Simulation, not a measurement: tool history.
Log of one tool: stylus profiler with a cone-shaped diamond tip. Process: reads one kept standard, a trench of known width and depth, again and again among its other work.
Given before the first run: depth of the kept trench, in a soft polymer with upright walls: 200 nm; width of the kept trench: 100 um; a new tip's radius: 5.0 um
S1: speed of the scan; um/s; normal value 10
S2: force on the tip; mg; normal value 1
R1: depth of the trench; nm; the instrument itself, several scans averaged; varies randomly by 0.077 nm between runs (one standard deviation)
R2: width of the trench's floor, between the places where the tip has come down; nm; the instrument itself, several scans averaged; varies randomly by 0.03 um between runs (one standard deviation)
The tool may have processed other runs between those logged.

run	hour	S1	S2	R1	R2
1	0	10	1	201.36	97080
2	21.2	10	1.91	202.31	97120
3	39.4	10	1.91	202.1	97150
4	52.7	10	1.91	202.34	97110
5	65.1	10	1.91	202.28	97170
6	88.2	10	1.91	202.42	97180
7	113.3	10	1	201.45	97180
8	130.9	10	1	201.55	97090
9	145.6	10	1	201.52	97160
10	162.9	10	2.77	202.91	97180
11	178.9	25	1	201.49	97050
12	193.5	10	1	201.55	97090
13	210.8	10	0.35	200.64	97120
14	227	10	0.35	200.72	97050
15	250.3	10	0.35	200.7	97100
16	266.8	10	0.68	201.17	97120
17	278.4	10	0.68	201.1	97130
18	303.8	2	0.68	201.29	97210
19	317.2	2	0.68	201.15	97140
20	343.3	12	0.77	201.37	97140

Run 21, settings as shown, results not yet in. Your forecast:
21	366.9	5	2.14	?	?

Logged for run 21: R1 202.38 nm, R2 97220 nm.
Take away the tool's hidden state, keep the run-to-run variation as it was, and the same run would have given R1 202.38 nm, R2 97220 nm.
